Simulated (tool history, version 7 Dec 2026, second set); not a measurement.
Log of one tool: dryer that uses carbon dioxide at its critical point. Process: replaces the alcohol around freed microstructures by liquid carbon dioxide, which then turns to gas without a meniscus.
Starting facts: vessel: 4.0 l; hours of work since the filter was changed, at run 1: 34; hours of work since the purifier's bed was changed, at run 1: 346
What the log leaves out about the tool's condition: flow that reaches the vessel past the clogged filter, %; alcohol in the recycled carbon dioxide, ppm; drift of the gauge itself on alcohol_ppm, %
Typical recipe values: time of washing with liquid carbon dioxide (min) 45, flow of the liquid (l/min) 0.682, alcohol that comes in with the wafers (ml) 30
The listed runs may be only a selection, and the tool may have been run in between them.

run,hour,time of washing with liquid carbon dioxide (min),flow of the liquid (l/min),alcohol that comes in with the wafers (ml),hours of work since the filter was changed,hours of work since the purifier's bed was changed,alcohol left in the vessel before it's heated (ppm by volume)
1,0.0,45,0.682,30,34,346,93
2,35.9,45,0.682,30,47,359,72
3,87.2,45,0.682,63,66,378,104
4,112.0,29,0.682,63,75,387,306
5,143.5,41,0.682,30,86,398,96
6,198.0,41,0.682,78,106,418,125
7,251.9,41,0.682,78,126,438,139
8,287.7,41,0.682,78,139,451,139
9,337.0,41,0.682,78,157,469,139
10,370.0,27,0.682,30,169,481,240
11,421.3,27,0.682,30,188,500,258
12,474.0,45,0.682,30,207,519,105
13,498.8,45,0.682,30,216,528,118
14,547.2,45,0.682,30,233,546,130
15,591.7,45,0.682,30,250,562,114
16,637.7,45,0.663,30,267,579,118
17,683.5,45,0.682,100,283,595,161
18,719.1,45,0.682,39,296,608,141
19,755.9,45,0.682,39,310,622,140
20,806.3,45,0.682,30,328,640,137
21,836.8,45,0.682,30,339,651,131
22,881.9,45,0.682,30,356,668,152
23,916.9,45,0.538,95,368,681,288
24,972.4,71,0.497,20,389,701,144
25,1012.5,71,0.497,20,403,715,144
26,1045.1,71,0.497,20,415,727,153
27,1072.4,66,0.938,20,425,737,149
28,1110.8,66,0.938,20,439,751,143
# hour 1133.3: inlet filter changed
29,1135.7,38,0.686,25,1,760,174
30,1164.4,37,0.560,25,11,771,235
31,1201.4,37,0.560,25,25,784,229
32,1244.5,37,0.560,25,41,800,232
33,1299.4,56,0.560,25,61,820,173
34,1325.2,39,0.736,89,70,829,215
35,1374.1,39,0.736,89,88,847,215
36,1397.4,45,0.656,25,96,856,179
37,1446.6,45,0.656,25,114,874,180
38,1494.4,45,0.670,30,132,891,185
39,1531.3,45,0.670,30,145,904,189
40,1564.7,45,0.670,30,157,917,183
41,1594.8,45,0.670,104,168,928,236
42,1641.8,54,0.880,29,186,945,180

What if the next run were any one of these 3? Each begins from the tool's condition after run 42:
A,1689.5,27,0.488,34,203,962,?
B,1689.5,45,0.914,30,203,962,?
C,1689.5,38,0.781,30,203,962,?

run,alcohol left in the vessel before it's heated (ppm by volume)
A,696
B,197
C,209
With no hidden state in the tool, these same runs would have given:
run,alcohol left in the vessel before it's heated (ppm by volume)
A,474
B,14
C,20

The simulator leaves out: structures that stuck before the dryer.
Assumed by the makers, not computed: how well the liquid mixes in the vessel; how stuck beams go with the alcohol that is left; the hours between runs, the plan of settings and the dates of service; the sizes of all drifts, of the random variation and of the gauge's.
